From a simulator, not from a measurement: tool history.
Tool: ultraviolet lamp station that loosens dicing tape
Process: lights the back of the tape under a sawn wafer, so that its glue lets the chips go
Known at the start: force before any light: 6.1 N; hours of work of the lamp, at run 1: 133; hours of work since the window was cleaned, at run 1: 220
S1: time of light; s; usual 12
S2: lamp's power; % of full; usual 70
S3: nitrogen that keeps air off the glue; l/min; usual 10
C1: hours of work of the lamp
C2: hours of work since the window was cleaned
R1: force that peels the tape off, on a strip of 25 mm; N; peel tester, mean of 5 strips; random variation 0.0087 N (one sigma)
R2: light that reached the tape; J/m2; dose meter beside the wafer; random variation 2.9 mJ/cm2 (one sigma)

{"run": 1, "hour": 0.0, "S1": 12, "S2": 70, "S3": 10, "C1": 133, "C2": 220, "R1": 0.477, "R2": 3520}
{"hour": 11.4, "done": "window cleaned of glue's vapour"}
{"run": 2, "hour": 17.9, "S1": 12, "S2": 70, "S3": 10, "C1": 142, "C2": 3, "R1": 0.408, "R2": 3810}
{"run": 3, "hour": 30.4, "S1": 12, "S2": 70, "S3": 10, "C1": 148, "C2": 10, "R1": 0.399, "R2": 3790}
{"run": 4, "hour": 41.1, "S1": 12, "S2": 70, "S3": 10, "C1": 154, "C2": 15, "R1": 0.421, "R2": 3810}
{"run": 5, "hour": 49.4, "S1": 12, "S2": 70, "S3": 10, "C1": 158, "C2": 19, "R1": 0.416, "R2": 3820}
{"run": 6, "hour": 63.0, "S1": 12, "S2": 70, "S3": 10, "C1": 165, "C2": 26, "R1": 0.44, "R2": 3810}
{"run": 7, "hour": 77.2, "S1": 12, "S2": 70, "S3": 10, "C1": 172, "C2": 34, "R1": 0.459, "R2": 3720}
{"run": 8, "hour": 85.5, "S1": 12, "S2": 75, "S3": 10, "C1": 176, "C2": 38, "R1": 0.397, "R2": 3990}
{"run": 9, "hour": 97.1, "S1": 9, "S2": 70, "S3": 10, "C1": 182, "C2": 44, "R1": 0.74, "R2": 2770}
{"run": 10, "hour": 109.2, "S1": 9, "S2": 70, "S3": 10, "C1": 188, "C2": 50, "R1": 0.741, "R2": 2730}
{"run": 11, "hour": 122.3, "S1": 9, "S2": 70, "S3": 10, "C1": 195, "C2": 57, "R1": 0.736, "R2": 2710}
{"run": 12, "hour": 140.5, "S1": 9, "S2": 70, "S3": 3, "C1": 204, "C2": 66, "R1": 1.646, "R2": 2700}
{"run": 13, "hour": 151.4, "S1": 9, "S2": 70, "S3": 6, "C1": 210, "C2": 71, "R1": 1.097, "R2": 2690}
{"run": 14, "hour": 166.4, "S1": 9, "S2": 70, "S3": 6, "C1": 218, "C2": 79, "R1": 1.087, "R2": 2710}
{"run": 15, "hour": 174.6, "S1": 12, "S2": 70, "S3": 3, "C1": 222, "C2": 83, "R1": 1.107, "R2": 3580}
{"run": 16, "hour": 188.5, "S1": 12, "S2": 70, "S3": 3, "C1": 229, "C2": 90, "R1": 1.097, "R2": 3540}
{"run": 17, "hour": 198.8, "S1": 12, "S2": 70, "S3": 13, "C1": 234, "C2": 96, "R1": 0.405, "R2": 3460}
{"run": 18, "hour": 207.4, "S1": 18, "S2": 70, "S3": 7, "C1": 239, "C2": 100, "R1": 0.32, "R2": 5260}
{"run": 19, "hour": 217.1, "S1": 18, "S2": 70, "S3": 7, "C1": 244, "C2": 105, "R1": 0.307, "R2": 5150}
{"run": 20, "hour": 229.7, "S1": 18, "S2": 70, "S3": 7, "C1": 250, "C2": 111, "R1": 0.33, "R2": 5180}
{"run": 21, "hour": 241.0, "S1": 23, "S2": 80, "S3": 3, "C1": 256, "C2": 117, "R1": 0.305, "R2": 7430}
{"run": 22, "hour": 258.7, "S1": 20, "S2": 80, "S3": 6, "C1": 265, "C2": 126, "R1": 0.284, "R2": 6410}
{"run": 23, "hour": 271.9, "S1": 20, "S2": 80, "S3": 6, "C1": 272, "C2": 133, "R1": 0.273, "R2": 6440}

The next listed run, before its measurement:
{"run": 24, "hour": 288.9, "S1": 19, "S2": 70, "S3": 18, "C1": 280, "C2": 142, "R1": "?", "R2": "?"}

{"run 24": {"R1": 0.213, "R2": 5380}}
Without the tool's hidden state the same run would have given R1 0.198 N, R2 6760 J/m2.
